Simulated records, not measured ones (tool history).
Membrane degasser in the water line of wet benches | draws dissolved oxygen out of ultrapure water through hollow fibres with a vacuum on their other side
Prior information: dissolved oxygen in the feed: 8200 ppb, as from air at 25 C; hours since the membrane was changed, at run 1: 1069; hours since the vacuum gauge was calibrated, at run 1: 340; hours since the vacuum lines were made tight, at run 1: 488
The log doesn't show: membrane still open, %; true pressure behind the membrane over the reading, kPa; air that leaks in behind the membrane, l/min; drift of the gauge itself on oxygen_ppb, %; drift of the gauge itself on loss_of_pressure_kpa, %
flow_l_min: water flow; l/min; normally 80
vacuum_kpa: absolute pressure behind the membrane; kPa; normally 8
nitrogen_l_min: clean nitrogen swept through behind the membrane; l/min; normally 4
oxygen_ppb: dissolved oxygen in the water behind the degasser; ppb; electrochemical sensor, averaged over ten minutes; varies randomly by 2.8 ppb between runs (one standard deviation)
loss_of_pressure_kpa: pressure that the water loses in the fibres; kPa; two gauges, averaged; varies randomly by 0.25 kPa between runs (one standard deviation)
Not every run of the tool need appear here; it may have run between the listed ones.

run      day  flow_l_min  vacuum_kpa  nitrogen_l_min  hours since the membrane was changed  hours since the vacuum gauge was calibrated  hours since the vacuum lines were made tight  oxygen_ppb  loss_of_pressure_kpa
  1        0          80           8               4                                  1069                                          340                                           488       278.2                 65.92
  2    4.375          80           8               4                                  1173                                          445                                           593       278.4                 65.62
  3    8.175         109           8               4                                  1265                                          536                                           684       488.4                 89.25
  4   11.796          80           8            8.03                                  1352                                          623                                           771       182.5                 65.79
  5   15.742          80           8            8.03                                  1446                                          718                                           866       184.1                 65.86
  6   19.883          80           8            8.03                                  1546                                          817                                           965         184                 65.52
  7    22.65          80           8               4                                  1612                                          883                                          1031       278.2                 65.96
  8   25.812          77           8               4                                  1688                                          959                                          1107       262.1                 63.45
  9   28.767          80           8               4                                  1759                                         1030                                          1178       280.3                 66.27
 10   31.933          61           8               4                                  1835                                         1106                                          1254       186.9                 50.64
 11   36.321          61           8               4                                  1940                                         1211                                          1359       187.2                 50.84
 12   38.792          61           8               4                                  2000                                         1271                                          1419       184.1                 50.28
 13   42.883          61           8               4                                  2098                                         1369                                          1517       185.6                 50.27
 14   45.217          80           8               4                                  2154                                         1425                                          1573       281.8                 66.38
 15   48.058          80           8               4                                  2222                                         1493                                          1641       285.5                 66.42
      48.479  -- vacuum gauge calibrated
 16     50.8          80           8               4                                  2287                                           56                                          1706       287.7                 66.68
 17   53.092         102           8               4                                  2342                                          111                                          1761       436.2                 84.21
      57.029  -- vacuum gauge calibrated, once more
 18   57.575          69       13.73            7.31                                  2449                                           13                                          1869       264.9                 57.45
 19   61.575          69       13.73            7.31                                  2545                                          109                                          1964       267.8                 57.44
 20   64.971          69       13.73            7.31                                  2627                                          191                                          2046       264.5                 57.53
 21   69.179          80        9.06               4                                  2728                                          292                                          2147       328.3                 66.69
 22   73.592          80        9.06               4                                  2834                                          397                                          2253       320.4                 66.79
 23   76.208         111         4.9            8.51                                  2897                                          460                                          2316       291.9                 92.13
 24   80.488          95       10.56            9.91                                  2999                                          563                                          2418       305.1                 79.11
 25   84.333         125        8.46            9.91                                  3091                                          655                                          2511         486                105.22
 26   87.642         110           8               4                                  3171                                          735                                          2590       503.5                 92.05
 27   90.125          98       12.11            1.87                                  3231                                          794                                          2650       958.1                  81.5
 28   92.079          80        5.11               4                                  3277                                          841                                          2697       161.4                 67.23
 29   96.425          80        9.09            7.42                                  3382                                          945                                          2801       223.5                  66.9
 30   98.312          80        9.09            7.42                                  3427                                          991                                          2846       225.5                 66.95
 31  100.838         117        6.33            3.49                                  3488                                         1051                                          2907       501.1                 97.99

Entry by entry between the runs, the difference in hidden state between the last listed run before and the first listed run after:
After run 15, before run 16: vacuum gauge calibrated (day 48.479)
  membrane still open, %: 98.1 -> 98; true pressure behind the membrane over the reading, kPa: 0.1 -> 0.17; air that leaks in behind the membrane, l/min: 0.0069 -> 0.007
  measured minus no-state result, oxygen_ppb: +10.9 -> +13.7 ppb; loss_of_pressure_kpa: +1.29 -> +1.33 kPa
After run 17, before run 18: vacuum gauge calibrated, once more (day 57.029)
  membrane still open, %: 98 -> 97.9; true pressure behind the membrane over the reading, kPa: 0.17 -> -0.02; air that leaks in behind the membrane, l/min: 0.0072 -> 0.0074
  measured minus no-state result, oxygen_ppb: +21.8 -> +4.1 ppb; loss_of_pressure_kpa: +1.73 -> +1.23 kPa

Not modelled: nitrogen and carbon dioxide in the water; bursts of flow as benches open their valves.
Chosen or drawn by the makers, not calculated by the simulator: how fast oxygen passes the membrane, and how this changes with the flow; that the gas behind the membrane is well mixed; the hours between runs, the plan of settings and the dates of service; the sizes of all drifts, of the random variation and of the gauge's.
